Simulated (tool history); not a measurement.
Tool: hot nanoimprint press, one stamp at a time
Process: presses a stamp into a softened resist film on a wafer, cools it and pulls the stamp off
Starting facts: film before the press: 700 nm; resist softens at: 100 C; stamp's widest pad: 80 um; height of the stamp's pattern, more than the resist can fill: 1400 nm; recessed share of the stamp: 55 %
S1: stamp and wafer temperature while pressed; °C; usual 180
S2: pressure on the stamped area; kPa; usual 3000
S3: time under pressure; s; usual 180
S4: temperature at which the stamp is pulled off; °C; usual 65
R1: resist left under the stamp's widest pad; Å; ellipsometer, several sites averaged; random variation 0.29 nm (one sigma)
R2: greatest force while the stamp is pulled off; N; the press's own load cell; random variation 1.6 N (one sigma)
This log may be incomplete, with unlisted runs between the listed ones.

{"run": 1, "day": 0.0, "S1": 180, "S2": 3000, "S3": 180, "S4": 65, "R1": 3493, "R2": 103}
{"run": 2, "day": 1.071, "S1": 180, "S2": 3000, "S3": 180, "S4": 65, "R1": 3497, "R2": 107}
{"run": 3, "day": 1.871, "S1": 180, "S2": 3000, "S3": 180, "S4": 65, "R1": 3493, "R2": 106}
{"run": 4, "day": 2.858, "S1": 180, "S2": 3000, "S3": 327, "S4": 65, "R1": 2753, "R2": 102}
{"run": 5, "day": 3.312, "S1": 180, "S2": 3000, "S3": 327, "S4": 65, "R1": 2751, "R2": 105}
{"run": 6, "day": 4.079, "S1": 190, "S2": 3000, "S3": 180, "S4": 65, "R1": 2579, "R2": 104}
{"run": 7, "day": 5.129, "S1": 192, "S2": 3000, "S3": 180, "S4": 65, "R1": 2429, "R2": 106}
{"run": 8, "day": 5.588, "S1": 180, "S2": 3000, "S3": 174, "S4": 65, "R1": 3530, "R2": 106}
{"run": 9, "day": 6.467, "S1": 180, "S2": 3000, "S3": 174, "S4": 69, "R1": 3536, "R2": 104}
{"run": 10, "day": 7.308, "S1": 180, "S2": 1870, "S3": 174, "S4": 69, "R1": 4177, "R2": 104}
{"run": 11, "day": 8.058, "S1": 170, "S2": 3000, "S3": 128, "S4": 65, "R1": 5047, "R2": 105}
{"run": 12, "day": 8.792, "S1": 171, "S2": 4190, "S3": 223, "S4": 65, "R1": 3755, "R2": 105}
{"run": 13, "day": 9.538, "S1": 192, "S2": 4190, "S3": 278, "S4": 60, "R1": 1713, "R2": 110}
{"run": 14, "day": 10.029, "S1": 180, "S2": 2380, "S3": 162, "S4": 65, "R1": 3944, "R2": 107}
{"run": 15, "day": 10.529, "S1": 184, "S2": 2620, "S3": 162, "S4": 52, "R1": 3405, "R2": 113}
{"run": 16, "day": 11.45, "S1": 184, "S2": 2620, "S3": 162, "S4": 52, "R1": 3406, "R2": 115}
{"run": 17, "day": 12.358, "S1": 190, "S2": 3000, "S3": 212, "S4": 65, "R1": 2403, "R2": 108}
{"run": 18, "day": 13.012, "S1": 190, "S2": 3000, "S3": 212, "S4": 65, "R1": 2406, "R2": 108}
{"run": 19, "day": 13.579, "S1": 177, "S2": 4240, "S3": 91, "S4": 71, "R1": 4254, "R2": 101}

Below are 4 alternative next runs, each starting from the tool's condition after run 19. Predict each:
{"run": "A", "day": 14.658, "S1": 176, "S2": 3000, "S3": 180, "S4": 65, "R1": "?", "R2": "?"}
{"run": "B", "day": 14.658, "S1": 177, "S2": 4240, "S3": 91, "S4": 68, "R1": "?", "R2": "?"}
{"run": "C", "day": 14.658, "S1": 177, "S2": 2700, "S3": 91, "S4": 54, "R1": "?", "R2": "?"}
{"run": "D", "day": 14.658, "S1": 190, "S2": 3000, "S3": 211, "S4": 56, "R1": "?", "R2": "?"}

run=A R1=3924 R2=104
run=B R1=4258 R2=104
run=C R1=4848 R2=110
run=D R1=2408 R2=110
What these runs would have given with no unlogged condition in the tool:
run=A R1=3923 R2=104
run=B R1=4257 R2=103
run=C R1=4847 R2=109
run=D R1=2408 R2=110
